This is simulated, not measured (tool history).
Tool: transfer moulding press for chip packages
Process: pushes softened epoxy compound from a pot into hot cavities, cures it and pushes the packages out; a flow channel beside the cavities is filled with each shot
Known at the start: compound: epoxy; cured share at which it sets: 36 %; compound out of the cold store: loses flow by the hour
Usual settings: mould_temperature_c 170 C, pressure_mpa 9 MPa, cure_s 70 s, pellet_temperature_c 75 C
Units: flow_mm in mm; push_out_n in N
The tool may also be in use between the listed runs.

run	hour	mould_temperature_c	pressure_mpa	cure_s	pellet_temperature_c	incoming compound's hours out of the cold store	flow_mm	push_out_n
1	0	170	9	70	75	11.9	721	926
2	20.6	174	9	70	75	38	637	713
# hour 37.7: cavities cleaned with cleaning compound and waxed
3	48.5	174	9	70	75	37.9	629	531
4	68.2	170	9	70	75	13.4	708	979
5	83.7	170	9	106	75	47.5	611	596
# hour 101.7: cavities cleaned with cleaning compound and waxed
6	115.5	170	9	70	75	47.7	612	748
# hour 134.2: plunger's sealing rings changed
7	140	170	9	70	75	15.4	730	963
8	154	170	9	70	75	30.1	687	975
# hour 167: cavities cleaned with cleaning compound and waxed
9	175.4	170	9	70	75	30.2	683	659
10	208.9	170	9	104	75	38.5	663	601
# hour 231.1: cavities cleaned with cleaning compound and waxed
11	234.5	170	9	70	75	17.3	722	623
12	253.4	170	9	70	75	13	732	912
13	271	170	9	99	75	26	694	610
# hour 294.1: cavities cleaned with cleaning compound and waxed
14	298	170	9	105	75	42.5	644	390
15	318.7	170	9	105	75	10.7	730	570
16	333.8	170	9	105	75	24.8	684	591

The next listed run, before its measurement:
# hour 356.6: cavities cleaned with cleaning compound and waxed
17	362.4	171	9.92	105	75	17.3	?	?

flow_mm: 741 mm
push_out_n: 396 N
Without the tool's hidden state the same run would have given flow_mm 763 mm, push_out_n 311 N.
